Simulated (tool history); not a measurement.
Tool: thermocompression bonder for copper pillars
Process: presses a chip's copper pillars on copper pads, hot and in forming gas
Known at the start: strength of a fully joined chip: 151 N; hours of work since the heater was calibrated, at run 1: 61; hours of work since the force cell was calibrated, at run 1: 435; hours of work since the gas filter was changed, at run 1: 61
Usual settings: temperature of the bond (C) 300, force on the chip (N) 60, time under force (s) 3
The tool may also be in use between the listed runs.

run,hour,temperature of the bond (C),force on the chip (N),time under force (s),hours of work since the heater was calibrated,hours of work since the force cell was calibrated,hours of work since the gas filter was changed,force that shears a chip off (N)
1,0,300,60,3,61,435,61,68.5
2,7.9,300,80,3,64,439,64,90.3
3,18.8,300,80,3,70,444,70,90.1
4,25.4,300,80,3,73,448,73,89.7
5,30.4,300,80,3,75,450,75,91.6
6,35.7,300,80,3,78,452,78,90.2
7,45.7,300,80,3,83,457,83,89.5
8,51.7,300,80,3,86,460,86,89.6
9,60.1,300,80,3,90,464,90,89.9
10,67.3,300,80,3,93,468,93,89.3
11,76.8,300,65,3,98,472,98,74.1
12,82.7,300,65,3,100,475,100,73.6
13,93.5,300,65,3,106,480,106,73.6
14,103.2,300,65,3,110,485,110,73.5
# hour 107.5: forming gas filter changed
15,109.2,300,65,3,113,488,1,77.1
16,116.8,300,65,3,117,491,4,76.2
17,127.6,300,65,3,122,496,10,76.7
18,137.7,300,65,3,127,501,15,76.2
19,145.9,300,84,3,131,505,18,97.4
20,155.9,300,84,3,135,510,23,97
21,162.7,300,84,3,139,513,27,95.3
22,168.6,299,60,2,142,516,29,59.4
23,177.7,279,60,3,146,521,34,52.6
24,185.1,324,48,6,150,524,37,90.6
25,192.8,324,48,6,153,528,41,90.2
26,200.4,284,60,3,157,532,45,57.2
27,209.5,300,44,2,161,536,49,41.3
# hour 212.5: heater calibrated with a thermocouple chip
28,218.5,300,44,2,3,539,52,40.6
29,223.7,279,49,4,5,542,55,45.7
30,229.2,305,72,5,8,544,58,99
# hour 240.3: heater calibrated with a thermocouple chip, once more
31,240.5,280,69,3,0,549,62,63.1
32,248.2,303,53,3,4,553,66,62.7
33,257.6,303,53,3,8,557,70,63.5
34,264.3,276,60,3,12,560,74,51
35,270.8,276,60,3,15,564,77,51
36,279,276,60,3,19,567,81,50.7
37,285.4,295,43,3,22,571,84,44.1
38,293.4,282,39,2,26,574,88,26.7
39,298,282,39,2,28,577,90,26.8
40,305.5,308,44,3,31,580,93,53.9
41,313,308,44,3,35,584,97,53.2

Forecast each of these 3 alternatives for the next run:
A,318.1,306,60,4,37,586,99,?
B,318.1,275,85,2,37,586,99,?
C,318.1,300,56,3,37,586,99,?

run,force that shears a chip off (N)
A,81.8
B,63.5
C,63.1
Without the tool's hidden state the same runs would have given:
run,force that shears a chip off (N)
A,84.3
B,65.4
C,65
